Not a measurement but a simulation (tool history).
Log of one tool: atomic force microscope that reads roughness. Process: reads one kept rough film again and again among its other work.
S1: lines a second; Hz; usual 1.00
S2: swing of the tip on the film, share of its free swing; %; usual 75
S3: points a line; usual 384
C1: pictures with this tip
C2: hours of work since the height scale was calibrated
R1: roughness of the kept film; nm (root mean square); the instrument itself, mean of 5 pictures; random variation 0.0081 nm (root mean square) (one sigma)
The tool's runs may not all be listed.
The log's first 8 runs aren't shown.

run	hour	S1	S2	S3	C1	C2	R1
9	367.6	1.00	75	947	72	373	1.555
# hour 384.5: new tip fitted
10	396.1	1.00	75	947	17	389	1.701
# hour 453.8: new tip fitted
11	456.5	1.00	75	384	4	423	1.733
12	483.6	1.00	75	384	42	439	1.624
13	510.4	1.00	75	384	80	455	1.508
# hour 522.0: new tip fitted
14	560.3	1.00	69	384	54	483	1.593
# hour 591.1: new tip fitted
15	624.0	1.00	69	384	47	519	1.631
# hour 656.2: new tip fitted
16	656.2	1.00	69	384	0	538	1.771
17	700.0	1.00	69	384	62	563	1.608
# hour 722.0: new tip fitted
18	759.7	1.00	69	384	54	597	1.609
# hour 787.0: new tip fitted
19	809.7	1.00	69	384	32	626	1.688
# hour 853.1: new tip fitted
20	866.0	1.88	77	384	18	658	1.602
# hour 919.9: new tip fitted
21	920.4	1.45	67	569	1	689	1.755
22	959.2	0.80	85	328	56	711	1.559

Forecast run 23:
# hour 986.9: new tip fitted
23	1021.6	0.80	85	328	49	747	?

Run 23 gave R1 1.580 nm (root mean square).
Without the tool's hidden state the same run would have given R1 1.738 nm (root mean square).
